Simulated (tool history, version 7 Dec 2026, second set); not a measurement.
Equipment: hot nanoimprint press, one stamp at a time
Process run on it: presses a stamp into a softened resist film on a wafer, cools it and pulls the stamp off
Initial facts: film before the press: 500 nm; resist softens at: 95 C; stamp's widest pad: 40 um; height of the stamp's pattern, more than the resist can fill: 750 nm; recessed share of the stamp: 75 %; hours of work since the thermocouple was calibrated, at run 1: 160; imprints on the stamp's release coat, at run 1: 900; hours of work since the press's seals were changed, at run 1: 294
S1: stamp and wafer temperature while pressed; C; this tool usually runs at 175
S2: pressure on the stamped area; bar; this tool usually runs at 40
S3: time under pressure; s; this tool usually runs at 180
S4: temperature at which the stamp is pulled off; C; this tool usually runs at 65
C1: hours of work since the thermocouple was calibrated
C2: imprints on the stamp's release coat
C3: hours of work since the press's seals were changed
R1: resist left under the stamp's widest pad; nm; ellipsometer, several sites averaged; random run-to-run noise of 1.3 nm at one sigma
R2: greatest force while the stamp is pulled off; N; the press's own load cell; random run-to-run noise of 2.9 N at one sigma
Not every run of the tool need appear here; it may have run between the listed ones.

run   hour   S1    S2   S3  S4   C1    C2   C3     R1   R2
  1      0  175    40  180  65  160   900  294  205.3  185
  2   11.9  175  54.3  180  65  170   972  304    174  185
  3   23.2  175    40  180  65  178  1041  313  205.8  189
      30.8  -- stamp cleaned and given a new release coat
  4   41.7  175    40  180  65  188    66  322  204.5  146
  5     52  175    40  293  65  196   129  330  169.7  137
  6   63.3  175    40  293  65  205   198  339  170.7  153
  7   75.3  175    40  293  65  215   271  349  169.8  150
  8   83.6  175    40  180  65  221   322  355  206.9  154
  9   96.2  175    40  180  51  231   399  365  202.8  178
 10  107.7  175    40  180  65  240   469  374  204.8  160
 11    118  175    34  180  65  248   531  382  221.7  166
 12  125.1  175    34  180  65  254   575  388  224.5  164
 13  132.1  175    40  180  65  259   618  393    205  170
 14  139.1  175  55.5  180  65  265   660  399  177.3  169
 15  148.8  175  55.5  180  65  272   719  407  176.6  172
 16  157.7  175  55.5  180  65  279   773  414  176.5  178

The next listed run, before its measurement:
 17  166.8  170  53.4  229  65  287  829  421   ?   ?

{"run 17": {"R1": 204.5, "R2": 173}}
Take away the tool's hidden state, keep the run-to-run variation as it was, and the same run would have given R1 193.5 nm, R2 132 N.

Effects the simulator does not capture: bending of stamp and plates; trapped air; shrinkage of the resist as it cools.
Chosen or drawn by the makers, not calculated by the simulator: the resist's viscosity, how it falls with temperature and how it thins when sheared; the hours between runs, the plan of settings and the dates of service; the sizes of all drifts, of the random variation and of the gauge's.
